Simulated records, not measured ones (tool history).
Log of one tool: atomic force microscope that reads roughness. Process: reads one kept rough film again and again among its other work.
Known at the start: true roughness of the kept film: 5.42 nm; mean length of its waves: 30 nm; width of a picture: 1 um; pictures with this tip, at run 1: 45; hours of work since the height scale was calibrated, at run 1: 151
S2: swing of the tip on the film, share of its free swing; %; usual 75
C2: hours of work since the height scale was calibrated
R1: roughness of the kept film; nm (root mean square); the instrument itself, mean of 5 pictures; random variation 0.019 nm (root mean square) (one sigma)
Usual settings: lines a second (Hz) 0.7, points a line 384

run 1 hour=0 | lines_a_second_(Hz)=0.7 S2=75 points_a_line=384 | pictures_with_this_tip=45 C2=151 | R1=4.196
run 2 hour=23.8 | lines_a_second_(Hz)=0.7 S2=75 points_a_line=384 | pictures_with_this_tip=72 C2=162 | R1=4.07
run 3 hour=46.4 | lines_a_second_(Hz)=0.7 S2=75 points_a_line=294 | pictures_with_this_tip=98 C2=172 | R1=3.876
run 4 hour=75.3 | lines_a_second_(Hz)=0.7 S2=75 points_a_line=294 | pictures_with_this_tip=130 C2=185 | R1=3.706
-- hour=78.5 new tip fitted
run 5 hour=106.2 | lines_a_second_(Hz)=0.7 S2=75 points_a_line=384 | pictures_with_this_tip=32 C2=199 | R1=4.286
run 6 hour=137.2 | lines_a_second_(Hz)=0.7 S2=75 points_a_line=384 | pictures_with_this_tip=67 C2=213 | R1=4.119
run 7 hour=156.1 | lines_a_second_(Hz)=0.7 S2=75 points_a_line=384 | pictures_with_this_tip=88 C2=221 | R1=3.975
run 8 hour=180.5 | lines_a_second_(Hz)=0.7 S2=75 points_a_line=384 | pictures_with_this_tip=116 C2=232 | R1=3.827
-- hour=198 new tip fitted
run 9 hour=199.6 | lines_a_second_(Hz)=0.7 S2=75 points_a_line=726 | pictures_with_this_tip=2 C2=241 | R1=4.566
run 10 hour=234.1 | lines_a_second_(Hz)=0.7 S2=75 points_a_line=726 | pictures_with_this_tip=41 C2=256 | R1=4.336
run 11 hour=264.1 | lines_a_second_(Hz)=0.7 S2=75 points_a_line=726 | pictures_with_this_tip=75 C2=270 | R1=4.075
run 12 hour=281.4 | lines_a_second_(Hz)=0.7 S2=75 points_a_line=726 | pictures_with_this_tip=94 C2=277 | R1=3.973
run 13 hour=313 | lines_a_second_(Hz)=0.7 S2=75 points_a_line=726 | pictures_with_this_tip=130 C2=292 | R1=3.806
-- hour=317.4 new tip fitted
run 14 hour=339.5 | lines_a_second_(Hz)=0.7 S2=75 points_a_line=726 | pictures_with_this_tip=25 C2=304 | R1=4.434
run 15 hour=368.2 | lines_a_second_(Hz)=1.526 S2=75 points_a_line=384 | pictures_with_this_tip=58 C2=316 | R1=3.894
run 16 hour=385.2 | lines_a_second_(Hz)=0.7 S2=75 points_a_line=384 | pictures_with_this_tip=77 C2=324 | R1=4.043
run 17 hour=413.6 | lines_a_second_(Hz)=0.7 S2=75 points_a_line=384 | pictures_with_this_tip=109 C2=337 | R1=3.857
run 18 hour=432.1 | lines_a_second_(Hz)=2.149 S2=89 points_a_line=681 | pictures_with_this_tip=130 C2=345 | R1=2.963
-- hour=437 new tip fitted
run 19 hour=459.5 | lines_a_second_(Hz)=0.865 S2=70 points_a_line=500 | pictures_with_this_tip=25 C2=357 | R1=4.351
run 20 hour=485.6 | lines_a_second_(Hz)=3.074 S2=83 points_a_line=636 | pictures_with_this_tip=55 C2=369 | R1=3.217
run 21 hour=520.4 | lines_a_second_(Hz)=1.176 S2=62 points_a_line=463 | pictures_with_this_tip=94 C2=385 | R1=4.01
run 22 hour=541.2 | lines_a_second_(Hz)=0.832 S2=55 points_a_line=384 | pictures_with_this_tip=118 C2=394 | R1=3.95
-- hour=555.2 new tip fitted
run 23 hour=575.1 | lines_a_second_(Hz)=0.743 S2=75 points_a_line=342 | pictures_with_this_tip=22 C2=409 | R1=4.411
run 24 hour=608.1 | lines_a_second_(Hz)=0.743 S2=75 points_a_line=672 | pictures_with_this_tip=60 C2=424 | R1=4.145
run 25 hour=623.6 | lines_a_second_(Hz)=0.527 S2=73 points_a_line=384 | pictures_with_this_tip=77 C2=431 | R1=4.137
run 26 hour=658.5 | lines_a_second_(Hz)=0.7 S2=75 points_a_line=437 | pictures_with_this_tip=117 C2=447 | R1=3.849
-- hour=673.8 new tip fitted
run 27 hour=683.1 | lines_a_second_(Hz)=0.7 S2=65 points_a_line=398 | pictures_with_this_tip=11 C2=458 | R1=4.579
run 28 hour=713.2 | lines_a_second_(Hz)=0.7 S2=56 points_a_line=760 | pictures_with_this_tip=45 C2=472 | R1=4.403
run 29 hour=728.7 | lines_a_second_(Hz)=0.7 S2=56 points_a_line=760 | pictures_with_this_tip=62 C2=479 | R1=4.341
run 30 hour=754.6 | lines_a_second_(Hz)=2.051 S2=60 points_a_line=894 | pictures_with_this_tip=92 C2=490 | R1=3.952
run 31 hour=779.1 | lines_a_second_(Hz)=2.051 S2=60 points_a_line=894 | pictures_with_this_tip=119 C2=501 | R1=3.815
-- hour=791.8 new tip fitted
run 32 hour=810.7 | lines_a_second_(Hz)=2.051 S2=60 points_a_line=894 | pictures_with_this_tip=22 C2=515 | R1=4.346
run 33 hour=841.3 | lines_a_second_(Hz)=2.051 S2=60 points_a_line=550 | pictures_with_this_tip=56 C2=529 | R1=4.14
run 34 hour=861.3 | lines_a_second_(Hz)=2.051 S2=60 points_a_line=550 | pictures_with_this_tip=79 C2=538 | R1=4.028

Forecast each of these 3 alternatives for the next run:
run A hour=877.6 | lines_a_second_(Hz)=1.213 S2=77 points_a_line=402 | pictures_with_this_tip=97 C2=546 | R1=?
run B hour=877.6 | lines_a_second_(Hz)=0.689 S2=75 points_a_line=335 | pictures_with_this_tip=97 C2=546 | R1=?
run C hour=877.6 | lines_a_second_(Hz)=0.899 S2=75 points_a_line=384 | pictures_with_this_tip=97 C2=546 | R1=?

run=A R1=3.78
run=B R1=3.976
run=C R1=3.902
Without the tool's hidden state the same runs would have given:
run=A R1=4.356
run=B R1=4.582
run=C R1=4.498
